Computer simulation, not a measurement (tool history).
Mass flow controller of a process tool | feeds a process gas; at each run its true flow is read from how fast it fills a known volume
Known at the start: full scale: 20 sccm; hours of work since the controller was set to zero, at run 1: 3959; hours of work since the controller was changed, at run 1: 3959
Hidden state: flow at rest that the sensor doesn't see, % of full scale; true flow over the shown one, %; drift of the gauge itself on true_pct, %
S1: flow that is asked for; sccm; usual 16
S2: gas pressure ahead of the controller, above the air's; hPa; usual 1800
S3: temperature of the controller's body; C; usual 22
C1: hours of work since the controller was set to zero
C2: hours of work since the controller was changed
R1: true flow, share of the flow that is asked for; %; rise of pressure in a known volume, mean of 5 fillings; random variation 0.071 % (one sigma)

run	hour	S1	S2	S3	C1	C2	R1
1	0	16	1800	22	3959	3959	100
2	156.4	16	1800	22	4031	4031	99.98
3	420.4	16	1800	22	4152	4152	99.88
4	531.4	16	1800	22	4203	4203	100.12
5	685.7	16	1800	22	4274	4274	100.06
6	908.1	16	1800	22	4376	4376	99.97
7	1075.9	16	1800	22	4453	4453	99.94
8	1262.4	16	2020	22	4539	4539	100.17
9	1488.8	16	2000	22	4643	4643	100.16
10	1649	5	1800	22	4717	4717	101.38
11	1872	5	1800	22	4819	4819	101.24
12	2090.5	16	1800	22	4920	4920	100.05
13	2206.1	16	1800	22	4973	4973	99.86
14	2314.1	16	1800	22	5023	5023	100.07
15	2424.5	16	1800	22	5073	5073	99.87
16	2627.7	16	1800	22	5167	5167	100.01
17	2831.4	3	1890	23	5260	5260	103.53
18	3013.7	3	2720	23	5344	5344	103.88
19	3202.3	8	2720	23	5431	5431	100.98

Forecast run 20:
20	3448.9	16	2250	36	5544	5544	?

{"run 20": {"R1": 99.77}}
Without the tool's hidden state the same run would have given R1 99.54 %.
